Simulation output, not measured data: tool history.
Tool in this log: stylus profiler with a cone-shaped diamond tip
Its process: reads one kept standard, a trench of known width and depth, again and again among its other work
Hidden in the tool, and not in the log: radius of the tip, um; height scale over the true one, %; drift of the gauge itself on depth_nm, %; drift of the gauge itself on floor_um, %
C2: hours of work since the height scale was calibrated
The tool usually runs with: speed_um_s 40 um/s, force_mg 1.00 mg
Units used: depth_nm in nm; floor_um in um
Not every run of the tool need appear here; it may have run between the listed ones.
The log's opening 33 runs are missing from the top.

{"run": 34, "hour": 747.6, "speed_um_s": 40, "force_mg": 0.45, "scans with this tip": 13948, "C2": 33, "depth_nm": 201.08, "floor_um": 27.09}
{"run": 35, "hour": 770.6, "speed_um_s": 37, "force_mg": 1.2, "scans with this tip": 14151, "C2": 48, "depth_nm": 202.19, "floor_um": 27.19}
{"run": 36, "hour": 787.7, "speed_um_s": 12, "force_mg": 0.55, "scans with this tip": 14302, "C2": 60, "depth_nm": 201.23, "floor_um": 27.29}
{"run": 37, "hour": 815.7, "speed_um_s": 12, "force_mg": 0.55, "scans with this tip": 14548, "C2": 80, "depth_nm": 201.35, "floor_um": 27.32}
{"run": 38, "hour": 839.1, "speed_um_s": 12, "force_mg": 0.55, "scans with this tip": 14754, "C2": 96, "depth_nm": 201.29, "floor_um": 27.29}
{"run": 39, "hour": 854.4, "speed_um_s": 68, "force_mg": 0.4, "scans with this tip": 14889, "C2": 106, "depth_nm": 201.01, "floor_um": 26.9}
{"run": 40, "hour": 867.3, "speed_um_s": 30, "force_mg": 0.82, "scans with this tip": 15002, "C2": 115, "depth_nm": 201.7, "floor_um": 27.15}
{"run": 41, "hour": 893.5, "speed_um_s": 30, "force_mg": 0.82, "scans with this tip": 15233, "C2": 133, "depth_nm": 201.7, "floor_um": 27.14}
{"run": 42, "hour": 924.6, "speed_um_s": 30, "force_mg": 0.82, "scans with this tip": 15507, "C2": 155, "depth_nm": 201.55, "floor_um": 27.15}
{"run": 43, "hour": 945.8, "speed_um_s": 138, "force_mg": 0.7, "scans with this tip": 15694, "C2": 169, "depth_nm": 201.42, "floor_um": 26.6}
{"run": 44, "hour": 959.6, "speed_um_s": 10, "force_mg": 0.36, "scans with this tip": 15816, "C2": 179, "depth_nm": 200.86, "floor_um": 27.22}
{"run": 45, "hour": 973.9, "speed_um_s": 18, "force_mg": 2.96, "scans with this tip": 15941, "C2": 189, "depth_nm": 203.94, "floor_um": 27.23}
{"run": 46, "hour": 991.6, "speed_um_s": 18, "force_mg": 2.96, "scans with this tip": 16097, "C2": 201, "depth_nm": 203.76, "floor_um": 27.24}
{"run": 47, "hour": 1016.3, "speed_um_s": 17, "force_mg": 1.62, "scans with this tip": 16315, "C2": 218, "depth_nm": 202.53, "floor_um": 27.18}

Forecast each of these 3 alternatives for the next run:
{"run": "A", "hour": 1047.9, "speed_um_s": 78, "force_mg": 2.76, "scans with this tip": 16593, "C2": 239, "depth_nm": "?", "floor_um": "?"}
{"run": "B", "hour": 1047.9, "speed_um_s": 74, "force_mg": 0.75, "scans with this tip": 16593, "C2": 239, "depth_nm": "?", "floor_um": "?"}
{"run": "C", "hour": 1047.9, "speed_um_s": 80, "force_mg": 0.73, "scans with this tip": 16593, "C2": 239, "depth_nm": "?", "floor_um": "?"}

run=A depth_nm=203.51 floor_um=27.08
run=B depth_nm=201.56 floor_um=26.89
run=C depth_nm=201.53 floor_um=26.84
Stripped of hidden state, with their random variation kept, the same runs would have yielded:
run=A depth_nm=203.62 floor_um=27.87
run=B depth_nm=201.67 floor_um=27.68
run=C depth_nm=201.64 floor_um=27.62

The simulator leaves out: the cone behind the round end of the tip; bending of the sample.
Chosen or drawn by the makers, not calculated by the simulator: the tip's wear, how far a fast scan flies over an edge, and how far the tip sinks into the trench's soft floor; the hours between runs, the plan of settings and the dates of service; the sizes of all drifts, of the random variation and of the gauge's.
